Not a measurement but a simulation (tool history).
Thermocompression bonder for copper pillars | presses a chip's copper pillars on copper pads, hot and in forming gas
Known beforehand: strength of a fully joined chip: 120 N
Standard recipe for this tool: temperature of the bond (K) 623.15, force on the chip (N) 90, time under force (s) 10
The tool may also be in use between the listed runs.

run,hour,temperature of the bond (K),force on the chip (N),time under force (s),force that shears a chip off (N)
1,0,623.15,90,10,53.7
2,35.9,623.15,90,10,52
3,63.3,623.15,90,10,51.6
4,81.4,623.15,90,10,50.5
5,107,623.15,90,10,50.9
6,138.5,623.15,90,10,50.1
7,162.8,623.15,90,10,48.7
8,184.9,623.15,86,10,46.2
9,211.8,623.15,86,10,46.3
10,229.1,623.15,86,10,46.1
# hour 260.8: forming gas filter changed
11,262.3,623.15,86,12,53.7
12,277.6,623.15,86,12,53.1
13,311.3,623.15,86,12,52.3
14,330,623.15,90,10,50.1
# hour 333.6: heater calibrated with a thermocouple chip
15,354.4,623.15,90,10,48.6
16,370.9,623.15,90,10,48
17,391,623.15,90,10,46.3
18,407,609.15,90,10,38.4
19,430.5,609.15,90,7,33.3
20,448.6,609.15,90,7,33.2
21,483.6,609.15,90,7,32
# hour 495.4: heater calibrated with a thermocouple chip, once more
22,516.6,629.15,90,9,50.6
23,546.6,594.15,108,18,47.6
# hour 554.9: forming gas filter changed
24,573.8,594.15,63,7,23.2
25,607.7,642.15,61,16,59.7
26,642.3,603.15,88,16,46.7
27,667.8,603.15,88,16,46.7
28,699.8,632.15,108,6,53.2
29,714.2,608.15,130,17,64
30,734,623.15,91,7,44.1
31,767.3,617.15,105,10,48.8
32,793.5,617.15,105,10,48.2
33,818.4,617.15,105,10,49.4
34,842.4,617.15,105,10,47.3
# hour 845.9: forming gas filter changed
35,861.5,611.15,56,10,30
36,896.7,623.15,103,8,51.6
37,930,610.15,72,8,33.1
38,948.9,610.15,72,8,32.4
39,984.8,623.15,89,12,51.4

Branching from run 39: 4 alternative next runs. What would each branch give?
A,1012.5,634.15,124,12,?
B,1012.5,620.15,89,12,?
C,1012.5,626.15,89,12,?
D,1012.5,642.15,63,12,?

run,force that shears a chip off (N)
A,70.8
B,48.6
C,53
D,48.8
Without the tool's unlogged condition, the same runs would have read:
run,force that shears a chip off (N)
A,80.4
B,56.3
C,61.1
D,56.4

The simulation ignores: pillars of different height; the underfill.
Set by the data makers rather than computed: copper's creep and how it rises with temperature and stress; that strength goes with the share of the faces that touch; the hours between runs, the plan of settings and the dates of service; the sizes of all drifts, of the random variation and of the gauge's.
